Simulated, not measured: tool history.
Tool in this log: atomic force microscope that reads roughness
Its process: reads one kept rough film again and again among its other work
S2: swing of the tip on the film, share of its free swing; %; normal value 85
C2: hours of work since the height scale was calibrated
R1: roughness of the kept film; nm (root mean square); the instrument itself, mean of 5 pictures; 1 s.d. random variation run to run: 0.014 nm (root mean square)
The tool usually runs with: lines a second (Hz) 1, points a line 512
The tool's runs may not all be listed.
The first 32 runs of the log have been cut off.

{"run": 33, "day": 10.738, "lines a second (Hz)": 0.92, "S2": 69, "points a line": 502, "pictures with this tip": 185, "C2": 242, "R1": 2.702}
{"run": 34, "day": 10.946, "lines a second (Hz)": 0.92, "S2": 69, "points a line": 502, "pictures with this tip": 196, "C2": 245, "R1": 2.659}
{"run": 35, "day": 11.258, "lines a second (Hz)": 0.54, "S2": 62, "points a line": 770, "pictures with this tip": 211, "C2": 251, "R1": 2.694}
{"run": 36, "day": 11.646, "lines a second (Hz)": 0.54, "S2": 62, "points a line": 770, "pictures with this tip": 231, "C2": 258, "R1": 2.622}
{"run": 37, "day": 12.033, "lines a second (Hz)": 1, "S2": 70, "points a line": 512, "pictures with this tip": 250, "C2": 265, "R1": 2.454}
{"run": 38, "day": 12.225, "lines a second (Hz)": 0.53, "S2": 88, "points a line": 291, "pictures with this tip": 260, "C2": 268, "R1": 2.333}
{"day": 12.638, "done": "new tip fitted"}
{"run": 39, "day": 12.708, "lines a second (Hz)": 0.53, "S2": 88, "points a line": 291, "pictures with this tip": 3, "C2": 276, "R1": 3.569}
{"run": 40, "day": 13.117, "lines a second (Hz)": 1.33, "S2": 75, "points a line": 289, "pictures with this tip": 24, "C2": 284, "R1": 3.344}
{"run": 41, "day": 13.338, "lines a second (Hz)": 1.2, "S2": 87, "points a line": 512, "pictures with this tip": 35, "C2": 288, "R1": 3.106}
{"run": 42, "day": 13.696, "lines a second (Hz)": 1, "S2": 70, "points a line": 885, "pictures with this tip": 53, "C2": 294, "R1": 3.375}
{"run": 43, "day": 14.004, "lines a second (Hz)": 1, "S2": 70, "points a line": 491, "pictures with this tip": 68, "C2": 300, "R1": 3.258}
{"run": 44, "day": 14.417, "lines a second (Hz)": 3.05, "S2": 60, "points a line": 512, "pictures with this tip": 89, "C2": 307, "R1": 3.012}
{"run": 45, "day": 14.771, "lines a second (Hz)": 1.22, "S2": 85, "points a line": 767, "pictures with this tip": 107, "C2": 313, "R1": 2.762}
{"run": 46, "day": 15.179, "lines a second (Hz)": 1.22, "S2": 85, "points a line": 767, "pictures with this tip": 127, "C2": 321, "R1": 2.672}
{"run": 47, "day": 15.496, "lines a second (Hz)": 1.22, "S2": 85, "points a line": 767, "pictures with this tip": 143, "C2": 326, "R1": 2.604}

Forecast each of these 5 alternatives for the next run:
{"run": "A", "day": 15.804, "lines a second (Hz)": 1.27, "S2": 71, "points a line": 767, "pictures with this tip": 158, "C2": 332, "R1": "?"}
{"run": "B", "day": 15.804, "lines a second (Hz)": 0.62, "S2": 85, "points a line": 512, "pictures with this tip": 158, "C2": 332, "R1": "?"}
{"run": "C", "day": 15.804, "lines a second (Hz)": 3.83, "S2": 84, "points a line": 400, "pictures with this tip": 158, "C2": 332, "R1": "?"}
{"run": "D", "day": 15.804, "lines a second (Hz)": 0.79, "S2": 58, "points a line": 512, "pictures with this tip": 158, "C2": 332, "R1": "?"}
{"run": "E", "day": 15.804, "lines a second (Hz)": 2.91, "S2": 85, "points a line": 512, "pictures with this tip": 158, "C2": 332, "R1": "?"}

run=A R1=2.732
run=B R1=2.724
run=C R1=1.954
run=D R1=2.902
run=E R1=2.095
With the hidden condition removed and each run's random variation left untouched, the same runs would have given:
run=A R1=3.654
run=B R1=3.641
run=C R1=2.614
run=D R1=3.88
run=E R1=2.802

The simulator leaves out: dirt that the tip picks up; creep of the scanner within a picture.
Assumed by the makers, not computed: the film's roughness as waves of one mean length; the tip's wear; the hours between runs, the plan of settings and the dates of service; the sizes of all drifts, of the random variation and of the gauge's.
